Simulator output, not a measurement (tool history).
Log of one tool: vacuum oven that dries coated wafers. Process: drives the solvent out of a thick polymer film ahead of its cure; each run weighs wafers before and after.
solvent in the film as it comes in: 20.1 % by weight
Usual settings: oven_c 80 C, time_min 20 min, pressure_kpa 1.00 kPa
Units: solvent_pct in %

run 1 hour=0.0 | oven_c=80 time_min=20 pressure_kpa=1.00 | solvent_pct=2.90
run 2 hour=7.9 | oven_c=80 time_min=20 pressure_kpa=1.00 | solvent_pct=2.93
run 3 hour=22.2 | oven_c=80 time_min=11 pressure_kpa=1.00 | solvent_pct=6.14
run 4 hour=36.4 | oven_c=80 time_min=11 pressure_kpa=1.00 | solvent_pct=6.13
run 5 hour=45.8 | oven_c=80 time_min=11 pressure_kpa=1.00 | solvent_pct=6.04
run 6 hour=59.0 | oven_c=80 time_min=20 pressure_kpa=1.00 | solvent_pct=2.90
run 7 hour=73.5 | oven_c=80 time_min=20 pressure_kpa=1.00 | solvent_pct=2.89
run 8 hour=86.6 | oven_c=72 time_min=27 pressure_kpa=1.00 | solvent_pct=4.43
run 9 hour=94.8 | oven_c=81 time_min=30 pressure_kpa=1.00 | solvent_pct=1.26
run 10 hour=108.9 | oven_c=80 time_min=13 pressure_kpa=0.66 | solvent_pct=4.96
run 11 hour=118.3 | oven_c=87 time_min=27 pressure_kpa=1.00 | solvent_pct=0.74
run 12 hour=127.6 | oven_c=89 time_min=20 pressure_kpa=1.00 | solvent_pct=0.87
run 13 hour=141.5 | oven_c=68 time_min=25 pressure_kpa=1.30 | solvent_pct=6.80
run 14 hour=152.5 | oven_c=75 time_min=11 pressure_kpa=1.00 | solvent_pct=8.17

Some steps in solvent_pct between neighbouring runs. How much of each would the tool show without its hidden state too (settings, what came in, random variation), and how much is left for the hidden state, with any gauge scatter that isn't in both results?
The hidden state here: true wafer temperature over the reading, C; true pressure over the reading, kPa; drift of the gauge itself on solvent_pct, %.
Run 10 -> 11: oven_c 80 -> 87, time_min 13 -> 27, pressure_kpa 0.66 -> 1.00. solvent_pct -4.22 %: hidden state +0.41, all else -4.63.
Run 12 -> 13: oven_c 89 -> 68, time_min 20 -> 25, pressure_kpa 1.00 -> 1.30. solvent_pct +5.93 %: hidden state -0.41, all else +6.34.

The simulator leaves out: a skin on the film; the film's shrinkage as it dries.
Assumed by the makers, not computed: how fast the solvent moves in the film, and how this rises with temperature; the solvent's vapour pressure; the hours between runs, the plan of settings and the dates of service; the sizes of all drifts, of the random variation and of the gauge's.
